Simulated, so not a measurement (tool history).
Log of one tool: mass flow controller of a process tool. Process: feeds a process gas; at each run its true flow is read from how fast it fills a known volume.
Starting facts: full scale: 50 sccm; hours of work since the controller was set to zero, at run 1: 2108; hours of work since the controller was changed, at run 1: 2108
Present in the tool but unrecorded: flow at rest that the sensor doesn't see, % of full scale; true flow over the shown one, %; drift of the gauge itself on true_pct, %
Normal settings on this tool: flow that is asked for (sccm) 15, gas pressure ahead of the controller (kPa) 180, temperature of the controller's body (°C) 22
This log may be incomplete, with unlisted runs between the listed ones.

run    hour  flow that is asked for (sccm)  gas pressure ahead of the controller (kPa)  temperature of the controller's body (°C)  hours of work since the controller was set to zero  hours of work since the controller was changed  true flow (%)
  1       0                             15                                         180                                         22                                                2108                                            2108          98.82
  2    60.4                             15                                         180                                         22                                                2156                                            2156           98.8
  3   102.1                             16                                         180                                         22                                                2188                                            2188           98.9
  4     166                             16                                         180                                         22                                                2238                                            2238          98.77
  5     225                             15                                         180                                         25                                                2284                                            2284          99.24
  6   267.4                             15                                         180                                         25                                                2317                                            2317          99.06
  7   338.6                             15                                         180                                         25                                                2372                                            2372          99.04
  8   382.2                             15                                         180                                         25                                                2406                                            2406          99.17
  9   454.6                             15                                         180                                         25                                                2462                                            2462          99.15
 10   527.8                              6                                         269                                         35                                                2519                                            2519          100.1
 11   572.4                              9                                         180                                         22                                                2554                                            2554          98.65
 12   646.7                             15                                         180                                         23                                                2612                                            2612          98.92
 13   730.8                             11                                         179                                         20                                                2677                                            2677          98.36
 14   790.5                              5                                         179                                         20                                                2724                                            2724          98.46
 15     870                             10                                         229                                         27                                                2786                                            2786          99.42
 16   909.2                             24                                         226                                         30                                                2816                                            2816            100
 17   989.6                             32                                         149                                         25                                                2879                                            2879          99.52
 18  1056.1                             32                                         149                                         25                                                2931                                            2931          99.41

Each row is a separate what-if for the run after 18, all from the same tool condition, not one after another. Results?
  A  1126                              6                                         244                                         38                                                2985                                            2985              ?
  B  1126                             32                                         268                                         25                                                2985                                            2985              ?
  C  1126                             16                                         166                                         32                                                2985                                            2985              ?
  D  1126                             30                                         227                                         25                                                2985                                            2985              ?

run  true flow (%)
  A         100.24
  B          99.67
  C           99.9
  D          99.57
With the hidden condition removed and each run's random variation left untouched, the same runs would have given:
run  true flow (%)
  A         100.24
  B          99.66
  C           99.9
  D          99.57
